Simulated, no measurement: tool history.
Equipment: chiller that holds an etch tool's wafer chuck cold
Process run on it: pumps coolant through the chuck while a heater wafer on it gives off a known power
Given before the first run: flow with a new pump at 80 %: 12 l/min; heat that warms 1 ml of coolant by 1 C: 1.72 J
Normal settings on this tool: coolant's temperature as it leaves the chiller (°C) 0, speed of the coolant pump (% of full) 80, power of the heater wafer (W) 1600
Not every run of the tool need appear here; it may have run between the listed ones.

| run | hour | coolant's temperature as it leaves the chiller (°C) | speed of the coolant pump (% of full) | power of the heater wafer (W) | chuck's temperature once it has settled (°C) | how much warmer the coolant comes back (C) |
|---|---|---|---|---|---|---|
| 1 | 0 | 0 | 80 | 1600 | 14 | 4.87 |
| 2 | 149.1 | 0 | 70 | 1600 | 15.2 | 5.65 |
| 3 | 227.6 | 0 | 70 | 1600 | 15 | 5.74 |
| 4 | 359.5 | 0 | 80 | 1600 | 14.1 | 4.92 |
| 5 | 443 | 0 | 80 | 1600 | 14 | 4.89 |
| 6 | 550.7 | 0 | 80 | 1600 | 14.4 | 4.97 |
| 7 | 725.8 | 0 | 80 | 1588 | 14.2 | 4.9 |
| 8 | 856.5 | 0 | 80 | 1588 | 14.4 | 4.96 |
| 9 | 948.2 | 0 | 80 | 1588 | 14.1 | 4.92 |
| 10 | 1119.3 | 0 | 61 | 1588 | 16.9 | 6.67 |
|  | 1132.1 | chiller's thermometer calibrated |
| 11 | 1219.4 | 0 | 61 | 1588 | 16.5 | 6.76 |
| 12 | 1328.9 | 0 | 61 | 1588 | 16.5 | 6.62 |
| 13 | 1437 | 4 | 61 | 1055 | 15.2 | 4.42 |
| 14 | 1549.7 | 4 | 66 | 1168 | 15.8 | 4.57 |
| 15 | 1664.7 | 3 | 92 | 2056 | 19.8 | 5.56 |
| 16 | 1825.4 | 3 | 92 | 2056 | 20.1 | 5.61 |
| 17 | 1965.9 | 0 | 66 | 1032 | 10.7 | 4.1 |
| 18 | 2136.4 | -9 | 66 | 1032 | 1.5 | 4.07 |
| 19 | 2298.6 | -5 | 66 | 1032 | 5.8 | 4.09 |
| 20 | 2420.8 | -8 | 86 | 1032 | 1.1 | 3.09 |
| 21 | 2535.8 | -8 | 86 | 1032 | 1.3 | 3.11 |
| 22 | 2645.1 | -8 | 86 | 1032 | 1.1 | 3.04 |
| 23 | 2786.8 | -1 | 78 | 1128 | 9.6 | 3.73 |

Below are 3 alternative next runs, each starting from the tool's condition after run 23. Predict each:
| A | 2972 | 0 | 83 | 1252 | ? | ? |
| B | 2972 | 0 | 80 | 1486 | ? | ? |
| C | 2972 | 6 | 80 | 1350 | ? | ? |

| run | chuck's temperature once it has settled (°C) | how much warmer the coolant comes back (C) |
|---|---|---|
| A | 11.7 | 3.88 |
| B | 13.9 | 4.83 |
| C | 18.6 | 4.4 |
With no hidden state in the tool, these same runs would have given:
| run | chuck's temperature once it has settled (°C) | how much warmer the coolant comes back (C) |
|---|---|---|
| A | 10.3 | 3.48 |
| B | 12.2 | 4.34 |
| C | 17 | 3.95 |

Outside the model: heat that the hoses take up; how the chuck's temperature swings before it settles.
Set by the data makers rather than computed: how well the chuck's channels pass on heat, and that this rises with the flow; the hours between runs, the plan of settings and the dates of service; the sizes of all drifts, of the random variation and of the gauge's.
